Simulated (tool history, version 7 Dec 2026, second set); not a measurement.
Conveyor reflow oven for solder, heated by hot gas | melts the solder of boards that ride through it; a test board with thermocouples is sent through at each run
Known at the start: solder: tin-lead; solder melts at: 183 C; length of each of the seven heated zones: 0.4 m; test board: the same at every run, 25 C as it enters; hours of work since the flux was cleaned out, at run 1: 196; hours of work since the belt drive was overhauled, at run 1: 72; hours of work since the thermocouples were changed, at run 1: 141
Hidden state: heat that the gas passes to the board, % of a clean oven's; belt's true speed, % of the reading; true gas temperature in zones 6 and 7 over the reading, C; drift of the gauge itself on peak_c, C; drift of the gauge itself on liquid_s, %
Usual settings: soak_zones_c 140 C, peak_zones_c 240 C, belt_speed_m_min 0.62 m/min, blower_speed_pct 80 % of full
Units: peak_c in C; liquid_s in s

run,hour,soak_zones_c,peak_zones_c,belt_speed_m_min,blower_speed_pct,hours of work since the flux was cleaned out,hours of work since the belt drive was overhauled,hours of work since the thermocouples were changed,peak_c,liquid_s
1,0,140,240,0.62,80,196,72,141,222.6,62.7
2,82.8,140,240,0.62,80,246,122,191,222.3,62.3
# hour 142.3: flux residue cleaned out of gas plates and filters
3,161.2,140,240,0.594,80,11,166,235,225.4,67.8
4,198.8,140,240,0.62,80,34,189,258,224.4,63.9
5,279.2,140,241,0.62,80,82,237,306,224.2,63.7
6,330.7,140,240,0.62,80,113,268,337,223.3,63.4
7,371.6,140,240,0.62,80,138,292,362,222.9,63
8,445.6,140,240,0.62,80,182,337,406,222.8,62.9
9,505.9,140,240,0.62,80,218,373,442,223,63.1
10,570.1,140,240,0.62,80,257,412,481,222.5,62.5
# hour 611.3: flux residue cleaned out of gas plates and filters
11,638,140,240,0.62,80,16,449,519,224.9,64.5
# hour 653: thermocouples of zones 6 and 7 changed
12,720.9,140,240,0.62,80,65,498,41,223.6,64.3
13,774.5,140,240,0.62,80,97,530,73,224.3,63.7
14,844.9,140,240,0.62,80,139,572,115,223,63
15,910.1,140,240,0.62,79,178,612,154,222.9,63.8
16,989.2,153,240,0.62,79,226,659,202,224.8,69
17,1062.4,153,240,0.62,79,270,703,246,224,69.6
# hour 1080.8: flux residue cleaned out of gas plates and filters
18,1139.6,153,240,0.62,79,35,746,289,225.9,70.9
19,1213.7,153,240,0.62,79,80,791,334,226.1,70.3
20,1278.3,153,240,0.62,79,119,830,373,226.7,70.6
# hour 1328.1: belt drive overhauled, speed set with a stopwatch
21,1349.7,126,233,0.634,69,159,13,413,211.2,46.3
22,1424.9,140,238,0.721,80,204,58,458,215.1,48.5
23,1458.3,140,238,0.721,80,224,78,478,215.2,47.7
24,1498.4,140,238,0.721,80,248,102,502,215.5,47.6
# hour 1539.5: thermocouples of zones 6 and 7 changed
# hour 1554.7: flux residue cleaned out of gas plates and filters
25,1565.6,133,238,0.721,60,7,138,13,210.9,41.9
26,1640.2,152,243,0.717,72,51,183,57,221.4,57.1
27,1713.7,132,240,0.62,80,96,227,102,221.7,59
28,1790.2,132,240,0.62,80,141,273,148,221.6,59.2
29,1863.5,132,240,0.62,80,185,317,192,221.5,58.3
30,1909.5,142,230,0.62,80,213,345,219,213.7,56.6
31,1950.9,142,230,0.62,59,238,370,244,210.5,51.2

Hidden state at the last listed run before each entry between runs and at the first one after, where it differs:
Between runs 2 and 3: flux residue cleaned out of gas plates and filters (hour 142.3)
  heat that the gas passes to the board, % of a clean oven's: 91.9 -> 98.8; belt's true speed, % of the reading: 99.74 -> 99.66; true gas temperature in zones 6 and 7 over the reading, C: 0.11 -> 0.16
  measured less the result without the state, peak_c: -2.3 -> -0.1 C; liquid_s: -1.6 -> +0.2 s
Between runs 10 and 11: flux residue cleaned out of gas plates and filters (hour 611.3)
  heat that the gas passes to the board, % of a clean oven's: 90.9 -> 99.2; belt's true speed, % of the reading: 99.22 -> 99.15; true gas temperature in zones 6 and 7 over the reading, C: 0.41 -> 0.45
  measured less the result without the state, peak_c: -2.2 -> +0.4 C; liquid_s: -1.3 -> +0.8 s
Between runs 11 and 12: thermocouples of zones 6 and 7 changed (hour 653)
  heat that the gas passes to the board, % of a clean oven's: 99.2 -> 97.5; belt's true speed, % of the reading: 99.15 -> 99.06; true gas temperature in zones 6 and 7 over the reading, C: 0.45 -> -0.08
  measured less the result without the state, peak_c: +0.4 -> -0.5 C; liquid_s: +0.8 -> +0.2 s
Between runs 17 and 18: flux residue cleaned out of gas plates and filters (hour 1080.8)
  heat that the gas passes to the board, % of a clean oven's: 90.7 -> 98.5; belt's true speed, % of the reading: 98.67 -> 98.59; true gas temperature in zones 6 and 7 over the reading, C: 0.13 -> 0.17
  measured less the result without the state, peak_c: -2 -> +0.1 C; liquid_s: -0.4 -> +1.1 s
Between runs 20 and 21: belt drive overhauled, speed set with a stopwatch (hour 1328.1)
  heat that the gas passes to the board, % of a clean oven's: 95.7 -> 94.4; belt's true speed, % of the reading: 98.44 -> 100.05; true gas temperature in zones 6 and 7 over the reading, C: 0.26 -> 0.31
  measured less the result without the state, peak_c: -0.4 -> -1.5 C; liquid_s: +0.8 -> -1.8 s
Between runs 24 and 25: thermocouples of zones 6 and 7 changed (hour 1539.5); flux residue cleaned out of gas plates and filters (hour 1554.7)
  heat that the gas passes to the board, % of a clean oven's: 91.6 -> 99.2; belt's true speed, % of the reading: 99.89 -> 99.83; true gas temperature in zones 6 and 7 over the reading, C: 0.39 -> -0.2
  measured less the result without the state, peak_c: -2.6 -> -0.3 C; liquid_s: -2.2 -> -0.3 s
